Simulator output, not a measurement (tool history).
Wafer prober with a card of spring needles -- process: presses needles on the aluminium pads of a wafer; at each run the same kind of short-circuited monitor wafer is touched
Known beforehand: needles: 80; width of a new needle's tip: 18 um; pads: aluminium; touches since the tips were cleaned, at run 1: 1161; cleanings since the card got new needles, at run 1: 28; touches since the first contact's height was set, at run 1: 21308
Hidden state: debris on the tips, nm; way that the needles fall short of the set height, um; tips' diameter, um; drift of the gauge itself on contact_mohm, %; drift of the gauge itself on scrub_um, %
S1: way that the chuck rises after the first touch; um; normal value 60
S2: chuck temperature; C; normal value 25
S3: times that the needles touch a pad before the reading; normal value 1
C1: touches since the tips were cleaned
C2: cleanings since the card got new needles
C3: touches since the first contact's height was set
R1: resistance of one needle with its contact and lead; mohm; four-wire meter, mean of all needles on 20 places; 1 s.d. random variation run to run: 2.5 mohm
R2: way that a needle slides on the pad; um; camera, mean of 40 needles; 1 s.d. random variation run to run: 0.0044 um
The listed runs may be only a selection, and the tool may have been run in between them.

run   hour  S1  S2  S3    C1  C2     C3   R1     R2
  1      0  60  25   1  1161  28  21308  282  9.414
        16  -- tips cleaned on abrasive film
  2     23  60  25   1  1836  29  27334  285  9.427
  3     34  60  25   1  4726  29  30224  284  9.427
      36.4  -- tips cleaned on abrasive film
      55.6  -- tips cleaned on abrasive film
  4   55.6  60  27   1     0  31  35861  284  9.424
        75  -- tips cleaned on abrasive film
  5   75.5  60  88   1   125  32  41056  305  9.428
  6   89.9  60  88   1  3910  32  44841  311  9.422
      94.8  -- tips cleaned on abrasive film
  7  101.5  60  88   1  1764  33  47864  304  9.419
     114.9  -- tips cleaned on abrasive film
  8  114.9  60  88   1     0  34  51355  305  9.426
  9  131.9  60  88   1  4484  34  55839  305  9.421
     136.1  -- tips cleaned on abrasive film
 10  144.9  60  88   1  2322  35  59235  308  9.418
     155.9  -- tips cleaned on abrasive film
 11    169  60  88   1  3444  36  65527  308  9.417
     177.1  -- tips cleaned on abrasive film
 12  180.6  60  25   1   928  37  68572  281  9.418
     182.8  -- height of the first contact set anew
 13  194.7  60  25   3  4534  37   3115  281  9.422
     198.1  -- tips cleaned on abrasive film
 14  209.7  60  25   1  3044  38   7045  286  9.429
     218.2  -- tips cleaned on abrasive film
 15  232.4  60  25   1  3717  39  12976  281   9.42
     238.3  -- tips cleaned on abrasive film
 16  252.1  60  25   3  3616  40  18140  284  9.416

Predict the results of run 17:
     258.2  -- tips cleaned on abrasive film
 17  267.1  60  38   3  2355  41  22067   ?   ?

R1: 289 mohm
R2: 9.423 um
Without the tool's hidden state the same run would have given R1 289 mohm, R2 9.423 um.

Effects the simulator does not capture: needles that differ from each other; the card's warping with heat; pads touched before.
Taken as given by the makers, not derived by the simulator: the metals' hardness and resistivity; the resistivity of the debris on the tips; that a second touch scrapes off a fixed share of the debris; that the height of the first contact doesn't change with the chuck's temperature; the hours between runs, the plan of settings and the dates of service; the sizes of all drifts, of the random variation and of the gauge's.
